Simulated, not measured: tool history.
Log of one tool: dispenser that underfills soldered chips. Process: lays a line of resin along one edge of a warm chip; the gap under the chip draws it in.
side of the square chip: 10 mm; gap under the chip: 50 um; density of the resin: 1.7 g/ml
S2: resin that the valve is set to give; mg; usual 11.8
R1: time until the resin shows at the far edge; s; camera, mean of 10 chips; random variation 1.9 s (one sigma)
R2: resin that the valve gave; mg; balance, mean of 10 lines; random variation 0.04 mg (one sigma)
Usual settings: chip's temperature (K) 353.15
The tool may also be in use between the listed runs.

run 1 day=0 | chip's_temperature_(K)=353.15 S2=11.8 | R1=247.6 R2=11.49
run 2 day=0.162 | chip's_temperature_(K)=353.15 S2=11.8 | R1=275.8 R2=11.47
-- day=0.229 new syringe of resin
run 3 day=0.367 | chip's_temperature_(K)=353.15 S2=11.8 | R1=220.2 R2=11.43
run 4 day=0.492 | chip's_temperature_(K)=353.15 S2=11.8 | R1=242 R2=11.43
run 5 day=0.608 | chip's_temperature_(K)=353.15 S2=11.8 | R1=263 R2=11.46
-- day=0.775 new syringe of resin
run 6 day=0.783 | chip's_temperature_(K)=342.15 S2=11.8 | R1=313.9 R2=11.4
run 7 day=0.892 | chip's_temperature_(K)=356.15 S2=11.8 | R1=190.9 R2=11.39
run 8 day=1.05 | chip's_temperature_(K)=348.15 S2=11.8 | R1=300.1 R2=11.32
run 9 day=1.275 | chip's_temperature_(K)=354.15 S2=11.8 | R1=272.9 R2=11.32
-- day=1.325 new syringe of resin
run 10 day=1.471 | chip's_temperature_(K)=354.15 S2=11.8 | R1=208.4 R2=11.25
run 11 day=1.688 | chip's_temperature_(K)=366.15 S2=11.7 | R1=155 R2=11.13
run 12 day=1.829 | chip's_temperature_(K)=366.15 S2=11.7 | R1=170.5 R2=11.17
-- day=1.862 new syringe of resin
run 13 day=1.979 | chip's_temperature_(K)=366.15 S2=11.7 | R1=130.5 R2=11.07
-- day=2.058 dispensing valve cleaned and set on the balance
run 14 day=2.167 | chip's_temperature_(K)=339.15 S2=10.2 | R1=469.1 R2=10.23
run 15 day=2.267 | chip's_temperature_(K)=339.15 S2=10.2 | R1=497.9 R2=10.2

Forecast each of these 4 alternatives for the next run:
run A day=2.404 | chip's_temperature_(K)=364.15 S2=11.8 | R1=? R2=?
run B day=2.404 | chip's_temperature_(K)=339.15 S2=12.5 | R1=? R2=?
run C day=2.404 | chip's_temperature_(K)=367.15 S2=13.8 | R1=? R2=?
run D day=2.404 | chip's_temperature_(K)=365.15 S2=10.2 | R1=? R2=?

run=A R1=185.7 R2=11.81
run=B R1=517.6 R2=12.5
run=C R1=163.5 R2=13.78
run=D R1=186.1 R2=10.21
Without the tool's hidden state the same runs would have given:
run=A R1=123.7 R2=11.82
run=B R1=344 R2=12.51
run=C R1=108.8 R2=13.79
run=D R1=123.8 R2=10.22
